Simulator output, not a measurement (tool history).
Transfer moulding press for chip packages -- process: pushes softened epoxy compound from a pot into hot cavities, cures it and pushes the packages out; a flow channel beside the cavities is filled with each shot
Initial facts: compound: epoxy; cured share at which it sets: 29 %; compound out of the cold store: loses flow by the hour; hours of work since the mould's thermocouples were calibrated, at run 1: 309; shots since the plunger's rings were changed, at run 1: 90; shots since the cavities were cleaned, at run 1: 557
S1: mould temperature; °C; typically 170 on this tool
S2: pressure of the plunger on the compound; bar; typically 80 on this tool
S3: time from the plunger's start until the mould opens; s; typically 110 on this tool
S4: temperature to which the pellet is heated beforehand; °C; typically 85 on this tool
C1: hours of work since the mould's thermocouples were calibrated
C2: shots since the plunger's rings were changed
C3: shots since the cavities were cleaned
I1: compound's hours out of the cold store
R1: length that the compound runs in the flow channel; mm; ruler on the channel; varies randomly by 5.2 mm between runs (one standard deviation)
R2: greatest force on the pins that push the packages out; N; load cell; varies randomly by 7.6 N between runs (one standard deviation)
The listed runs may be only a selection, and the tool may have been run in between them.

{"run": 1, "day": 0.0, "S1": 170, "S2": 80, "S3": 110, "S4": 85, "C1": 309, "C2": 90, "C3": 557, "I1": 20.8, "R1": 890, "R2": 500}
{"run": 2, "day": 0.871, "S1": 170, "S2": 80, "S3": 110, "S4": 85, "C1": 322, "C2": 305, "C3": 772, "I1": 29.1, "R1": 844, "R2": 565}
{"day": 1.596, "done": "cavities cleaned with cleaning compound and waxed"}
{"run": 3, "day": 1.729, "S1": 170, "S2": 80, "S3": 110, "S4": 77, "C1": 334, "C2": 503, "C3": 33, "I1": 30.1, "R1": 834, "R2": 371}
{"run": 4, "day": 2.542, "S1": 170, "S2": 80, "S3": 110, "S4": 77, "C1": 346, "C2": 705, "C3": 235, "I1": 29.7, "R1": 836, "R2": 442}
{"run": 5, "day": 3.717, "S1": 166, "S2": 80, "S3": 110, "S4": 85, "C1": 364, "C2": 996, "C3": 526, "I1": 24.9, "R1": 881, "R2": 644}
{"run": 6, "day": 4.479, "S1": 166, "S2": 80, "S3": 110, "S4": 85, "C1": 375, "C2": 1186, "C3": 716, "I1": 43.4, "R1": 774, "R2": 624}
{"day": 5.429, "done": "cavities cleaned with cleaning compound and waxed"}
{"run": 7, "day": 5.462, "S1": 170, "S2": 80, "S3": 110, "S4": 87, "C1": 389, "C2": 1414, "C3": 9, "I1": 28.5, "R1": 828, "R2": 328}
{"run": 8, "day": 6.088, "S1": 170, "S2": 80, "S3": 110, "S4": 87, "C1": 399, "C2": 1569, "C3": 164, "I1": 36.6, "R1": 789, "R2": 409}
{"run": 9, "day": 7.038, "S1": 170, "S2": 80, "S3": 110, "S4": 85, "C1": 413, "C2": 1804, "C3": 399, "I1": 35.8, "R1": 783, "R2": 462}
{"run": 10, "day": 7.925, "S1": 170, "S2": 80, "S3": 110, "S4": 85, "C1": 427, "C2": 2024, "C3": 619, "I1": 32, "R1": 794, "R2": 510}
{"run": 11, "day": 9.108, "S1": 170, "S2": 80, "S3": 110, "S4": 85, "C1": 445, "C2": 2318, "C3": 913, "I1": 45.3, "R1": 728, "R2": 563}
{"day": 9.288, "done": "cavities cleaned with cleaning compound and waxed"}
{"run": 12, "day": 10.379, "S1": 170, "S2": 95.8, "S3": 110, "S4": 85, "C1": 463, "C2": 2618, "C3": 271, "I1": 37, "R1": 837, "R2": 430}
{"run": 13, "day": 11.288, "S1": 170, "S2": 80, "S3": 110, "S4": 85, "C1": 477, "C2": 2843, "C3": 496, "I1": 23.6, "R1": 835, "R2": 524}
{"run": 14, "day": 12.621, "S1": 170, "S2": 80, "S3": 110, "S4": 85, "C1": 497, "C2": 3174, "C3": 827, "I1": 36.4, "R1": 750, "R2": 565}
{"day": 13.2, "done": "cavities cleaned with cleaning compound and waxed"}
{"run": 15, "day": 13.725, "S1": 170, "S2": 80, "S3": 110, "S4": 85, "C1": 513, "C2": 3432, "C3": 130, "I1": 15.6, "R1": 869, "R2": 380}
{"day": 13.871, "done": "mould's thermocouples calibrated"}
{"run": 16, "day": 15.067, "S1": 170, "S2": 80, "S3": 110, "S4": 95, "C1": 18, "C2": 3744, "C3": 442, "I1": 39.2, "R1": 748, "R2": 498}
{"day": 15.829, "done": "plunger's sealing rings changed"}
{"run": 17, "day": 16.238, "S1": 172, "S2": 77, "S3": 124, "S4": 78, "C1": 34, "C2": 101, "C3": 707, "I1": 20.6, "R1": 868, "R2": 479}
{"run": 18, "day": 17.05, "S1": 169, "S2": 81.9, "S3": 142, "S4": 81, "C1": 47, "C2": 303, "C3": 909, "I1": 27.8, "R1": 868, "R2": 523}
{"day": 17.242, "done": "cavities cleaned with cleaning compound and waxed"}
{"run": 19, "day": 17.975, "S1": 176, "S2": 80, "S3": 110, "S4": 85, "C1": 60, "C2": 517, "C3": 182, "I1": 16.8, "R1": 890, "R2": 376}
{"run": 20, "day": 18.571, "S1": 176, "S2": 80, "S3": 110, "S4": 85, "C1": 69, "C2": 664, "C3": 329, "I1": 44.7, "R1": 744, "R2": 416}
{"day": 19.404, "done": "mould's thermocouples calibrated, once more"}
{"run": 21, "day": 19.783, "S1": 176, "S2": 80, "S3": 110, "S4": 85, "C1": 6, "C2": 944, "C3": 609, "I1": 46.4, "R1": 716, "R2": 473}
{"run": 22, "day": 20.492, "S1": 176, "S2": 70.3, "S3": 102, "S4": 94, "C1": 16, "C2": 1120, "C3": 785, "I1": 10, "R1": 871, "R2": 501}
{"day": 21.171, "done": "cavities cleaned with cleaning compound and waxed"}
{"run": 23, "day": 21.333, "S1": 170, "S2": 67.2, "S3": 110, "S4": 93, "C1": 28, "C2": 1313, "C3": 41, "I1": 46.9, "R1": 671, "R2": 337}
{"run": 24, "day": 22.704, "S1": 164, "S2": 67.2, "S3": 118, "S4": 79, "C1": 49, "C2": 1653, "C3": 381, "I1": 18.3, "R1": 838, "R2": 536}
{"run": 25, "day": 23.675, "S1": 170, "S2": 85.2, "S3": 110, "S4": 85, "C1": 64, "C2": 1894, "C3": 622, "I1": 42.1, "R1": 774, "R2": 494}
{"run": 26, "day": 24.925, "S1": 170, "S2": 85.2, "S3": 110, "S4": 85, "C1": 83, "C2": 2204, "C3": 932, "I1": 15.2, "R1": 917, "R2": 555}
{"day": 25.054, "done": "cavities cleaned with cleaning compound and waxed"}
{"run": 27, "day": 26.196, "S1": 167, "S2": 80, "S3": 107, "S4": 85, "C1": 101, "C2": 2504, "C3": 283, "I1": 17.2, "R1": 887, "R2": 472}
{"run": 28, "day": 26.971, "S1": 167, "S2": 80, "S3": 107, "S4": 88, "C1": 113, "C2": 2696, "C3": 475, "I1": 46.9, "R1": 726, "R2": 527}

3 ways to go on from here, each from the tool as it stands after run 28. What would each give?
{"run": "A", "day": 27.792, "S1": 170, "S2": 65.5, "S3": 113, "S4": 77, "C1": 125, "C2": 2900, "C3": 679, "I1": 45, "R1": "?", "R2": "?"}
{"run": "B", "day": 27.792, "S1": 170, "S2": 75.7, "S3": 110, "S4": 85, "C1": 125, "C2": 2900, "C3": 679, "I1": 25.1, "R1": "?", "R2": "?"}
{"run": "C", "day": 27.792, "S1": 167, "S2": 80, "S3": 122, "S4": 88, "C1": 125, "C2": 2900, "C3": 679, "I1": 29.2, "R1": "?", "R2": "?"}

run=A R1=661 R2=501
run=B R1=801 R2=498
run=C R1=816 R2=513
Without the tool's unlogged condition, the same runs would have read:
run=A R1=696 R2=318
run=B R1=844 R2=312
run=C R1=860 R2=324
